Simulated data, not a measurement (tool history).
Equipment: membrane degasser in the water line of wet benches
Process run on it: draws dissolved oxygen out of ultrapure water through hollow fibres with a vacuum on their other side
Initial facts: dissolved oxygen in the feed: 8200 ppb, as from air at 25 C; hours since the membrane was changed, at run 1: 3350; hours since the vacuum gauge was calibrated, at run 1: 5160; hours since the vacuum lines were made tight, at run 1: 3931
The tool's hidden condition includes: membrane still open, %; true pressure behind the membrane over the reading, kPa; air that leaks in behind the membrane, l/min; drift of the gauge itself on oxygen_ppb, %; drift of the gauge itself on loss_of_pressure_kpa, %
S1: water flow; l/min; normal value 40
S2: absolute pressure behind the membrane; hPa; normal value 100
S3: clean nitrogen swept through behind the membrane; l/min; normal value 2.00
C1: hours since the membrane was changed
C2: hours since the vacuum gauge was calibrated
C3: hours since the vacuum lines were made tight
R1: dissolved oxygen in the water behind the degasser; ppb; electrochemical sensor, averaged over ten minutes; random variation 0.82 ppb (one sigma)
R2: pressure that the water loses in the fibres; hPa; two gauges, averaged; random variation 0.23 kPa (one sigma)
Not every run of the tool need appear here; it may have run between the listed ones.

Run 1, hour 0.0: usual settings; C1 3350; C2 5160; C3 3931. Result: R1 305.4 ppb, R2 609.8 hPa.
Run 2, hour 147.5: usual settings; C1 3497; C2 5307; C3 4078. Result: R1 305.2 ppb, R2 613.1 hPa.
Run 3, hour 247.7: usual settings; C1 3597; C2 5408; C3 4179. Result: R1 305.1 ppb, R2 614.8 hPa.
Run 4, hour 335.3: usual settings but S1 53 l/min; C1 3685; C2 5495; C3 4266. Result: R1 397.6 ppb, R2 808.0 hPa.
Run 5, hour 483.4: usual settings but S1 53 l/min; C1 3833; C2 5643; C3 4414. Result: R1 399.1 ppb, R2 809.8 hPa.
At hour 581.7: seals of the vacuum lines changed.
Run 6, hour 593.7: usual settings but S2 108 hPa; C1 3941; C2 5752; C3 12. Result: R1 336.7 ppb, R2 612.8 hPa.
Run 7, hour 720.3: usual settings but S2 108 hPa; C1 4068; C2 5878; C3 139. Result: R1 337.3 ppb, R2 614.0 hPa.
Run 8, hour 849.6: usual settings; C1 4197; C2 6007; C3 268. Result: R1 304.2 ppb, R2 614.9 hPa.
Run 9, hour 922.7: usual settings; C1 4270; C2 6081; C3 341. Result: R1 304.4 ppb, R2 613.9 hPa.
Run 10, hour 1028.9: usual settings; C1 4377; C2 6187; C3 447. Result: R1 305.7 ppb, R2 613.5 hPa.
Run 11, hour 1134.2: usual settings; C1 4482; C2 6292; C3 552. Result: R1 305.3 ppb, R2 612.7 hPa.
Run 12, hour 1209.6: usual settings; C1 4557; C2 6367; C3 628. Result: R1 306.9 ppb, R2 614.8 hPa.
Run 13, hour 1332.2: usual settings; C1 4680; C2 6490; C3 750. Result: R1 306.0 ppb, R2 616.5 hPa.
Run 14, hour 1480.2: usual settings; C1 4828; C2 6638; C3 898. Result: R1 306.0 ppb, R2 612.6 hPa.
Run 15, hour 1593.3: usual settings but S1 45 l/min, S3 1.91 l/min; C1 4941; C2 6751; C3 1012. Result: R1 354.8 ppb, R2 694.3 hPa.
Run 16, hour 1724.7: usual settings but S1 50 l/min, S2 64 hPa, S3 1.09 l/min; C1 5072; C2 6883; C3 1143. Result: R1 308.5 ppb, R2 773.9 hPa.
Run 17, hour 1813.7: usual settings but S1 28 l/min, S2 141 hPa, S3 2.25 l/min; C1 5161; C2 6972; C3 1232. Result: R1 312.3 ppb, R2 433.0 hPa.
Run 18, hour 1942.9: usual settings but S1 54 l/min, S2 141 hPa, S3 2.25 l/min; C1 5291; C2 7101; C3 1361. Result: R1 570.0 ppb, R2 836.1 hPa.
Run 19, hour 2030.4: usual settings but S1 54 l/min, S2 145 hPa, S3 0.81 l/min; C1 5378; C2 7188; C3 1449. Result: R1 1225.5 ppb, R2 833.8 hPa.
Run 20, hour 2172.3: usual settings but S1 37 l/min, S2 117 hPa, S3 1.66 l/min; C1 5520; C2 7330; C3 1591. Result: R1 411.4 ppb, R2 579.1 hPa.
Run 21, hour 2315.5: usual settings but S1 43 l/min, S2 69 hPa, S3 2.06 l/min; C1 5663; C2 7473; C3 1734. Result: R1 185.5 ppb, R2 668.9 hPa.
Run 22, hour 2391.7: usual settings but S1 37 l/min, S2 223 hPa; C1 5739; C2 7550; C3 1810. Result: R1 743.2 ppb, R2 575.7 hPa.
Run 23, hour 2483.7: usual settings but S1 26 l/min, S3 1.25 l/min; C1 5831; C2 7642; C3 1902. Result: R1 315.3 ppb, R2 409.0 hPa.
At hour 2529.4: vacuum gauge calibrated.
Run 24, hour 2592.9: usual settings but S1 33 l/min, S2 165 hPa; C1 5940; C2 63; C3 2011. Result: R1 475.6 ppb, R2 515.5 hPa.
Run 25, hour 2724.8: usual settings but S2 226 hPa, S3 3.43 l/min; C1 6072; C2 195; C3 2143. Result: R1 505.3 ppb, R2 618.3 hPa.
Run 26, hour 2791.0: usual settings but S2 198 hPa, S3 2.02 l/min; C1 6138; C2 262; C3 2209. Result: R1 686.5 ppb, R2 625.0 hPa.
Run 27, hour 2905.6: usual settings but S1 25 l/min, S2 198 hPa, S3 0.94 l/min; C1 6253; C2 376; C3 2323. Result: R1 864.6 ppb, R2 387.1 hPa.

Branching from run 27: 3 alternative next runs. What would each branch give?
Run A, hour 3014.4: usual settings but S1 25 l/min, S3 0.94 l/min; C1 6362; C2 485; C3 2432. Result: R1 ?, R2 ?.
Run B, hour 3014.4: usual settings but S1 52 l/min, S2 122 hPa, S3 4.51 l/min; C1 6362; C2 485; C3 2432. Result: R1 ?, R2 ?.
Run C, hour 3014.4: usual settings but S1 36 l/min, S2 189 hPa, S3 1.09 l/min; C1 6362; C2 485; C3 2432. Result: R1 ?, R2 ?.

run     R1     R2
  A  378.8  392.3
  B  258.6  815.3
  C  976.3  558.6
Had the tool no hidden state, the same runs would have come out as:
run     R1     R2
  A  374.2  373.2
  B  251.3  775.6
  C  970.3  531.3
